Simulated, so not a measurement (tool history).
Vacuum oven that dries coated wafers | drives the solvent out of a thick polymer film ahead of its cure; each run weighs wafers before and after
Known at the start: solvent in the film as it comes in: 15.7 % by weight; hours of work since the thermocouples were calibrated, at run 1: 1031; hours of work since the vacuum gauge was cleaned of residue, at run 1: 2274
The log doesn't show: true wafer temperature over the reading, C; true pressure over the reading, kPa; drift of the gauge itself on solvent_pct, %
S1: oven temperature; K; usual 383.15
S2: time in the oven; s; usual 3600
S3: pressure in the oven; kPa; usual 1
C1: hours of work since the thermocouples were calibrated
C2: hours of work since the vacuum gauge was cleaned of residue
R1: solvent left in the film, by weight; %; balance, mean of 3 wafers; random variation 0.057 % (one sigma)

| run | hour | S1 | S2 | S3 | C1 | C2 | R1 |
|---|---|---|---|---|---|---|---|
| 1 | 0 | 383.15 | 3600 | 1 | 1031 | 2274 | 2.9 |
| 2 | 38.1 | 383.15 | 2580 | 1 | 1056 | 2299 | 3.83 |
|  | 51.7 | oven's thermocouples calibrated |
| 3 | 115.1 | 383.15 | 2580 | 1 | 42 | 2349 | 3.92 |
| 4 | 181.6 | 383.15 | 2580 | 1 | 86 | 2393 | 3.95 |
| 5 | 259.4 | 383.15 | 3600 | 1 | 138 | 2445 | 2.7 |
| 6 | 306.5 | 383.15 | 3600 | 1 | 169 | 2476 | 2.73 |
| 7 | 392.1 | 383.15 | 3600 | 1 | 226 | 2533 | 2.68 |
| 8 | 433.1 | 383.15 | 3600 | 1 | 254 | 2560 | 2.73 |
| 9 | 513.1 | 383.15 | 3600 | 1 | 307 | 2613 | 2.79 |
| 10 | 591.9 | 383.15 | 3600 | 1 | 359 | 2666 | 2.69 |
| 11 | 638 | 383.15 | 3600 | 1 | 390 | 2696 | 2.82 |
| 12 | 711.8 | 383.15 | 3600 | 1 | 439 | 2745 | 2.67 |
| 13 | 781.5 | 383.15 | 3600 | 1 | 485 | 2792 | 2.8 |
| 14 | 869 | 383.15 | 3600 | 1 | 543 | 2850 | 2.89 |
| 15 | 960.4 | 383.15 | 3600 | 1 | 604 | 2911 | 2.79 |
| 16 | 1044.3 | 383.15 | 3600 | 1 | 660 | 2966 | 2.85 |
| 17 | 1137.3 | 383.15 | 3600 | 1 | 722 | 3028 | 2.8 |
| 18 | 1175.9 | 383.15 | 3600 | 0.77 | 747 | 3054 | 2.47 |
|  | 1194.1 | vacuum gauge cleaned of residue and calibrated |
| 19 | 1233.2 | 383.15 | 3600 | 0.77 | 784 | 26 | 2.53 |
| 20 | 1281 | 383.15 | 3600 | 1.09 | 816 | 58 | 2.89 |
| 21 | 1364.4 | 383.15 | 3600 | 1.09 | 872 | 113 | 2.93 |
| 22 | 1430.2 | 383.15 | 3600 | 1.09 | 915 | 157 | 2.98 |
| 23 | 1501.1 | 383.15 | 3600 | 1.09 | 963 | 204 | 2.84 |
| 24 | 1592.5 | 383.15 | 2100 | 1.93 | 1023 | 265 | 5.73 |
| 25 | 1649.2 | 383.15 | 2700 | 0.64 | 1061 | 303 | 3.35 |
|  | 1659.3 | oven's thermocouples calibrated |
| 26 | 1691.9 | 380.15 | 2700 | 0.64 | 22 | 330 | 4 |
| 27 | 1780.3 | 378.15 | 1980 | 2.13 | 80 | 388 | 7.56 |
| 28 | 1839.3 | 386.15 | 1980 | 1.25 | 120 | 428 | 4.44 |
| 29 | 1909.2 | 378.15 | 2580 | 2.89 | 166 | 474 | 7.46 |
| 30 | 1982.5 | 386.15 | 6060 | 2.08 | 215 | 523 | 2.65 |
| 31 | 2038.1 | 383.15 | 3600 | 0.53 | 252 | 560 | 2.24 |
| 32 | 2118.6 | 383.15 | 3600 | 0.53 | 305 | 613 | 2.21 |
| 33 | 2186.9 | 383.15 | 3300 | 2.32 | 351 | 659 | 4.7 |
| 34 | 2239.5 | 385.15 | 2100 | 0.61 | 386 | 694 | 3.84 |
| 35 | 2277.6 | 388.15 | 4260 | 1 | 411 | 719 | 1.52 |
| 36 | 2335.3 | 376.15 | 4860 | 1.93 | 449 | 757 | 4.63 |
| 37 | 2390.7 | 390.15 | 5940 | 0.63 | 486 | 794 | 0.68 |
| 38 | 2451.2 | 383.15 | 3060 | 2.65 | 526 | 834 | 5.17 |
| 39 | 2490.3 | 383.15 | 3060 | 1.08 | 552 | 860 | 3.3 |
| 40 | 2534.6 | 383.15 | 4860 | 0.85 | 582 | 890 | 1.82 |
| 41 | 2596.8 | 383.15 | 4860 | 0.85 | 623 | 931 | 1.94 |

5 ways to go on from here, each from the tool as it stands after run 41. What would each give?
| A | 2648.8 | 370.15 | 3600 | 1 | 658 | 966 | ? |
| B | 2648.8 | 383.15 | 4860 | 1.8 | 658 | 966 | ? |
| C | 2648.8 | 389.15 | 2280 | 0.62 | 658 | 966 | ? |
| D | 2648.8 | 377.15 | 4920 | 0.85 | 658 | 966 | ? |
| E | 2648.8 | 385.15 | 3600 | 1 | 658 | 966 | ? |

| run | R1 |
|---|---|
| A | 6.08 |
| B | 3.08 |
| C | 2.66 |
| D | 2.92 |
| E | 2.31 |
Without the tool's hidden state the same runs would have given:
| run | R1 |
|---|---|
| A | 6.07 |
| B | 3.06 |
| C | 2.65 |
| D | 2.91 |
| E | 2.3 |

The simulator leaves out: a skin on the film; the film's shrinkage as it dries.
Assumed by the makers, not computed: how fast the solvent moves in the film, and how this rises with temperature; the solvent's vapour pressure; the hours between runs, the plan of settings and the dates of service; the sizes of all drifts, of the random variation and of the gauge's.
